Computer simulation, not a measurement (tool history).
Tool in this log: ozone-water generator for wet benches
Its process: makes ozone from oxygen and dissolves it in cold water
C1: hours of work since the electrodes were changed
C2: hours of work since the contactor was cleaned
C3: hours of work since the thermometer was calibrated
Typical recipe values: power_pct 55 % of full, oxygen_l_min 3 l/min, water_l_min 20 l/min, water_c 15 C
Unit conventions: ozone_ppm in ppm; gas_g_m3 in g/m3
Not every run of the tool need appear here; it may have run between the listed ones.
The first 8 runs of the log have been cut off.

run 9 hour=700.2 | power_pct=55 oxygen_l_min=3 water_l_min=20 water_c=15 | C1=3815 C2=6902 C3=2271 | ozone_ppm=9.8 gas_g_m3=140.7
run 10 hour=817.5 | power_pct=55 oxygen_l_min=3 water_l_min=20 water_c=15 | C1=3897 C2=6983 C3=2352 | ozone_ppm=9.7 gas_g_m3=139.3
run 11 hour=919.9 | power_pct=55 oxygen_l_min=3 water_l_min=20 water_c=15 | C1=3968 C2=7054 C3=2423 | ozone_ppm=9.6 gas_g_m3=138.5
run 12 hour=1011.8 | power_pct=55 oxygen_l_min=3 water_l_min=20 water_c=15 | C1=4031 C2=7118 C3=2487 | ozone_ppm=9.6 gas_g_m3=140.3
-- hour=1056.7 water thermometer calibrated
run 13 hour=1094.2 | power_pct=55 oxygen_l_min=3 water_l_min=20 water_c=15 | C1=4088 C2=7175 C3=26 | ozone_ppm=9.8 gas_g_m3=140.4
run 14 hour=1167.5 | power_pct=51 oxygen_l_min=3 water_l_min=20 water_c=15 | C1=4139 C2=7225 C3=77 | ozone_ppm=9.4 gas_g_m3=133.4
run 15 hour=1283.1 | power_pct=51 oxygen_l_min=3 water_l_min=20 water_c=15 | C1=4219 C2=7306 C3=157 | ozone_ppm=9.4 gas_g_m3=133
run 16 hour=1354.9 | power_pct=51 oxygen_l_min=3 water_l_min=20 water_c=15 | C1=4269 C2=7355 C3=207 | ozone_ppm=9.3 gas_g_m3=132.6
run 17 hour=1461.6 | power_pct=51 oxygen_l_min=3 water_l_min=20 water_c=15 | C1=4343 C2=7429 C3=281 | ozone_ppm=9.4 gas_g_m3=131.8
run 18 hour=1575.4 | power_pct=91 oxygen_l_min=1.52 water_l_min=20 water_c=15 | C1=4422 C2=7508 C3=360 | ozone_ppm=11.7 gas_g_m3=280.7
run 19 hour=1661.3 | power_pct=91 oxygen_l_min=3 water_l_min=20 water_c=14 | C1=4481 C2=7568 C3=419 | ozone_ppm=12.6 gas_g_m3=178.8
run 20 hour=1736.7 | power_pct=62 oxygen_l_min=4.62 water_l_min=22 water_c=20 | C1=4534 C2=7620 C3=472 | ozone_ppm=8.9 gas_g_m3=110.6
run 21 hour=1858.3 | power_pct=62 oxygen_l_min=4.62 water_l_min=22 water_c=20 | C1=4618 C2=7705 C3=556 | ozone_ppm=8.7 gas_g_m3=110.1
run 22 hour=1934.4 | power_pct=62 oxygen_l_min=4.62 water_l_min=22 water_c=20 | C1=4671 C2=7757 C3=609 | ozone_ppm=8.8 gas_g_m3=109.9
run 23 hour=1993.2 | power_pct=62 oxygen_l_min=4.62 water_l_min=22 water_c=20 | C1=4712 C2=7798 C3=650 | ozone_ppm=9 gas_g_m3=110.5
run 24 hour=2123.6 | power_pct=62 oxygen_l_min=4.62 water_l_min=22 water_c=20 | C1=4802 C2=7888 C3=740 | ozone_ppm=8.9 gas_g_m3=110
run 25 hour=2193.7 | power_pct=62 oxygen_l_min=4.62 water_l_min=22 water_c=20 | C1=4851 C2=7937 C3=789 | ozone_ppm=8.7 gas_g_m3=110.7
run 26 hour=2287.6 | power_pct=55 oxygen_l_min=5.18 water_l_min=20 water_c=8 | C1=4916 C2=8002 C3=854 | ozone_ppm=10.4 gas_g_m3=95.6
run 27 hour=2413.5 | power_pct=55 oxygen_l_min=5.18 water_l_min=20 water_c=8 | C1=5003 C2=8090 C3=941 | ozone_ppm=10.2 gas_g_m3=95.5
run 28 hour=2485.4 | power_pct=69 oxygen_l_min=3.61 water_l_min=20 water_c=20 | C1=5053 C2=8139 C3=991 | ozone_ppm=10.2 gas_g_m3=136.6
run 29 hour=2559.2 | power_pct=55 oxygen_l_min=2.11 water_l_min=12 water_c=15 | C1=5104 C2=8191 C3=1042 | ozone_ppm=15.7 gas_g_m3=171.9
run 30 hour=2679.7 | power_pct=55 oxygen_l_min=3 water_l_min=14 water_c=8 | C1=5188 C2=8274 C3=1126 | ozone_ppm=14.6 gas_g_m3=136.2
run 31 hour=2811.2 | power_pct=69 oxygen_l_min=3 water_l_min=14 water_c=8 | C1=5279 C2=8365 C3=1217 | ozone_ppm=16.2 gas_g_m3=152.1
run 32 hour=2904.6 | power_pct=55 oxygen_l_min=3 water_l_min=20 water_c=14 | C1=5344 C2=8430 C3=1282 | ozone_ppm=9.3 gas_g_m3=134.8

5 ways to go on from here, each from the tool as it stands after run 32. What would each give?
run A hour=3001.4 | power_pct=55 oxygen_l_min=3 water_l_min=20 water_c=8 | C1=5411 C2=8497 C3=1349 | ozone_ppm=? gas_g_m3=?
run B hour=3001.4 | power_pct=55 oxygen_l_min=3 water_l_min=20 water_c=15 | C1=5411 C2=8497 C3=1349 | ozone_ppm=? gas_g_m3=?
run C hour=3001.4 | power_pct=74 oxygen_l_min=3 water_l_min=20 water_c=15 | C1=5411 C2=8497 C3=1349 | ozone_ppm=? gas_g_m3=?
run D hour=3001.4 | power_pct=55 oxygen_l_min=3 water_l_min=15 water_c=15 | C1=5411 C2=8497 C3=1349 | ozone_ppm=? gas_g_m3=?
run E hour=3001.4 | power_pct=49 oxygen_l_min=3 water_l_min=20 water_c=15 | C1=5411 C2=8497 C3=1349 | ozone_ppm=? gas_g_m3=?

run=A ozone_ppm=9.9 gas_g_m3=135.9
run=B ozone_ppm=9.4 gas_g_m3=134.7
run=C ozone_ppm=10.9 gas_g_m3=158.1
run=D ozone_ppm=12.3 gas_g_m3=135.3
run=E ozone_ppm=8.8 gas_g_m3=128.2
What these runs would have given with no unlogged condition in the tool:
run=A ozone_ppm=12.3 gas_g_m3=152.1
run=B ozone_ppm=11.7 gas_g_m3=150.9
run=C ozone_ppm=13.8 gas_g_m3=180.6
run=D ozone_ppm=15.2 gas_g_m3=151.4
run=E ozone_ppm=10.9 gas_g_m3=142.3
